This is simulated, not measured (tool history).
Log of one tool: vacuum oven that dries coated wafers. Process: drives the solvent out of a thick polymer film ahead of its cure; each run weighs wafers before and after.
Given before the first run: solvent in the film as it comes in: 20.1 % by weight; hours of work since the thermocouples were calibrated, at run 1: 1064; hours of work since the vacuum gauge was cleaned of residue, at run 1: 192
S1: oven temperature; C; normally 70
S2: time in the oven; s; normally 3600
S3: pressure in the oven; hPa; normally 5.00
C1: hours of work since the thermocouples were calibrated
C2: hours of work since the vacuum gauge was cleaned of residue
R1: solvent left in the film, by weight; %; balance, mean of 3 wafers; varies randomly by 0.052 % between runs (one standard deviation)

run,hour,S1,S2,S3,C1,C2,R1
1,0.0,70,3600,5.00,1064,192,2.95
2,17.8,70,3600,5.00,1071,199,2.91
3,30.6,70,3600,7.67,1076,204,3.04
4,42.9,70,3600,7.67,1081,209,3.18
5,60.1,70,3600,7.67,1089,216,3.09
6,71.7,83,3600,5.00,1093,221,0.31
7,89.1,83,3600,5.00,1100,228,0.21
8,104.6,83,3600,5.00,1107,235,0.26
9,120.3,83,3600,5.00,1113,241,0.29
10,133.9,56,3600,5.00,1119,247,9.72
11,150.8,56,3600,5.00,1126,254,9.80
12,163.5,56,3600,5.00,1131,259,9.62
13,173.1,56,3600,5.00,1135,263,9.85
14,185.2,70,3420,5.00,1140,268,3.20
15,201.7,70,3420,18.14,1147,275,3.70
16,211.6,59,3600,17.76,1151,279,8.99
17,222.5,67,4440,17.76,1155,283,3.72
18,240.6,59,5040,5.97,1163,291,6.34
19,251.2,64,3780,5.26,1167,295,5.53
20,262.5,65,5160,6.44,1172,300,3.31
21,275.8,65,2160,4.54,1177,305,8.18
22,289.4,85,1920,5.00,1183,311,0.87
23,306.2,72,4740,5.00,1190,318,1.18
24,315.1,72,4740,5.00,1193,321,1.27
25,322.9,67,3960,3.17,1197,325,3.67
26,330.5,67,3960,3.17,1200,328,3.72
27,348.4,60,5520,5.88,1207,335,5.39
28,365.0,74,3600,6.34,1214,342,1.64
29,381.3,71,6120,6.34,1221,349,0.93

Forecast each of these 5 alternatives for the next run:
A,396.9,70,3300,17.45,1227,355,?
B,396.9,70,3360,5.00,1227,355,?
C,396.9,71,6120,11.13,1227,355,?
D,396.9,82,3300,15.48,1227,355,?
E,396.9,63,3600,7.85,1227,355,?

run,R1
A,3.92
B,3.32
C,1.14
D,0.67
E,6.34
Take away the tool's hidden state, keep each run's random variation, and the runs would have read:
run,R1
A,3.93
B,3.33
C,1.15
D,0.67
E,6.35
